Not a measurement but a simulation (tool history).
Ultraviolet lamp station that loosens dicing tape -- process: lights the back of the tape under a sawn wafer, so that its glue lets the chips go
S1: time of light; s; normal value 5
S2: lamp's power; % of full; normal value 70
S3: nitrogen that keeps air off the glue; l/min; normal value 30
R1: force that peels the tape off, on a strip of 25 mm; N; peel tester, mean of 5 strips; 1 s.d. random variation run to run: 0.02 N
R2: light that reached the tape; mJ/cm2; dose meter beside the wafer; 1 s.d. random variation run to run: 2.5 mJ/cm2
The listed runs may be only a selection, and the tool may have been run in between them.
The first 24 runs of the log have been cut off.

run     day  S1  S2  S3     R1   R2
 25  23.504   8  75  30  0.552  395
 26  24.138   3  70  51  2.573  138
 27  24.929   4  70  12  3.233  183
 28  26.004   8  80  22  0.600  413
 29  27.138   9  89  28  0.319  515
 30  28.246   9  89  28  0.325  513
 31  29.092   9  85  14  0.666  486
 32  30.350   6  70  30  1.269  260
 33  31.542   6  70  30  1.303  259
 34  32.238   3  70  47  2.840  129
 35  33.004   3  70  47  2.843  126
 36  34.146   3  64  47  3.096  117
 37  35.012   3  74  36  2.990  132
 38  35.583   5  75  32  1.623  225
 39  36.508   5  63   9  3.683  188
 40  37.729   5  63   9  3.770  187
 41  38.525   5  70  39  1.675  203
 42  39.762   5  73  36  1.661  209
 43  40.517   5  73  36  1.637  213

Forecast each of these 4 alternatives for the next run:
  A  41.492   5  91  20   ?   ?
  B  41.492   3  70  50   ?   ?
  C  41.492   3  64  11   ?   ?
  D  41.492   5  80  30   ?   ?

run     R1   R2
  A  1.635  261
  B  3.017  120
  C  5.058  107
  D  1.640  224
With no hidden state in the tool, these same runs would have given:
run     R1   R2
  A  0.743  400
  B  1.751  183
  C  3.755  165
  D  0.732  345
